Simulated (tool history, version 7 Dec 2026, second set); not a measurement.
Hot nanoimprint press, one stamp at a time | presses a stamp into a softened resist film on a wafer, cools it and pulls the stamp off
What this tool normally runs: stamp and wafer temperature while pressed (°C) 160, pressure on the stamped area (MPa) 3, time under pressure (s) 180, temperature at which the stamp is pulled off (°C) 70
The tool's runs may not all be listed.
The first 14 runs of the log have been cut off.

run,hour,stamp and wafer temperature while pressed (°C),pressure on the stamped area (MPa),time under pressure (s),temperature at which the stamp is pulled off (°C),resist left under the stamp's widest pad (angstrom),greatest force while the stamp is pulled off (N)
15,923.2,162,3,180,70,673,219
16,972.1,162,3,180,70,667,219
17,1034.4,155,3,180,70,1004,227
18,1081.7,150,3.05,323,70,1087,242
# hour 1100.3: stamp cleaned and given a new release coat
19,1166.7,150,3.05,323,70,1078,176
20,1201.9,150,3.05,323,70,1074,180
21,1270.5,160,1.89,180,70,906,192
# hour 1318: plate thermocouple calibrated
22,1353.9,167,1.95,180,70,627,194
23,1429.9,160,3,176,70,768,207
24,1484.8,160,3,176,70,767,215
25,1534.8,150,4.47,113,70,1333,215
26,1602.5,151,2.59,180,70,1311,228
27,1680,151,2.59,180,70,1305,225
# hour 1747.2: stamp cleaned and given a new release coat
28,1753.3,152,4.1,135,75,1159,156
# hour 1797.9: plate thermocouple calibrated
29,1832.3,160,3,180,67,775,187
30,1870.3,160,4.11,143,61,745,198

Alternative continuations, all from the tool just after run 30; predict every row:
# hour 1890.1: press's hydraulic seals changed and the load cell set to zero
A,1937.3,160,3,176,70,?,?
# hour 1890.1: press's hydraulic seals changed and the load cell set to zero
B,1937.3,156,2.68,143,61,?,?
# hour 1890.1: press's hydraulic seals changed and the load cell set to zero
C,1937.3,160,4.11,144,61,?,?

run,resist left under the stamp's widest pad (angstrom),greatest force while the stamp is pulled off (N)
A,752,194
B,1075,213
C,701,196
Take away the tool's hidden state, keep each run's random variation, and the runs would have read:
run,resist left under the stamp's widest pad (angstrom),greatest force while the stamp is pulled off (N)
A,760,176
B,1086,193
C,708,177

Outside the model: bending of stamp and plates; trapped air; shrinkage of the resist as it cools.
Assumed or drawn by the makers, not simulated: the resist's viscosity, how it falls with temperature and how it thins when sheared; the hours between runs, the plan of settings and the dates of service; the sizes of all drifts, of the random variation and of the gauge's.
